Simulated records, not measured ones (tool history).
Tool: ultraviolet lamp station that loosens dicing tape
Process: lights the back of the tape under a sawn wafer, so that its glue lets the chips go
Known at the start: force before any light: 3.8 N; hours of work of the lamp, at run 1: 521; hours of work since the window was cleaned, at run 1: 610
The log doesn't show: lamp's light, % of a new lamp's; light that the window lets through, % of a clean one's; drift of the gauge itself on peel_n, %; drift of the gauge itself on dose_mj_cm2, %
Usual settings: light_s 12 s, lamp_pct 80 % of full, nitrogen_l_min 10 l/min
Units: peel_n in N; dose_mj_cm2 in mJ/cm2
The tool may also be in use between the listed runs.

run	day	light_s	lamp_pct	nitrogen_l_min	hours of work of the lamp	hours of work since the window was cleaned	peel_n	dose_mj_cm2
1	0	12	80	10	521	610	0.477	495
2	0.608	12	80	10	532	620	0.463	489
# day 1.421: window cleaned of glue's vapour
3	1.588	12	80	3	548	3	0.791	541
4	2.246	21	80	3	560	14	0.267	946
5	2.829	21	80	3	570	24	0.292	930
6	3.667	21	80	3	584	39	0.282	922
7	4.721	21	80	3	602	57	0.279	922
8	5.5	21	80	3	616	71	0.294	915
9	6.15	21	80	3	627	82	0.289	923
10	6.95	12	80	10	641	96	0.397	517
11	7.667	12	72	10	653	108	0.511	476
12	8.362	12	72	10	665	120	0.494	462
13	9.112	12	72	10	678	133	0.511	469
14	9.912	10	80	17	692	147	0.452	427
15	10.504	10	80	13	703	157	0.53	425
16	11.092	7	92	4	713	167	1.257	344
17	11.946	8	96	6	727	182	0.849	406
18	12.983	13	98	5	745	200	0.393	662
19	13.667	7	91	5	757	212	1.144	333
20	14.204	7	91	5	767	221	1.207	335
21	15.133	6	62	11	783	237	1.582	195
22	16.312	6	62	11	803	258	1.608	192

The same runs without the tool's hidden state, with the same run-to-run variation:
run	peel_n	dose_mj_cm2
1	0.319	600
2	0.306	596
3	0.675	599
4	0.208	1051
5	0.23	1037
6	0.216	1033
7	0.211	1039
8	0.223	1036
9	0.218	1049
10	0.299	590
11	0.391	545
12	0.373	532
13	0.382	542
14	0.334	496
15	0.392	495
16	1.045	402
17	0.659	477
18	0.273	783
19	0.923	396
20	0.974	399
21	1.334	233
22	1.347	232
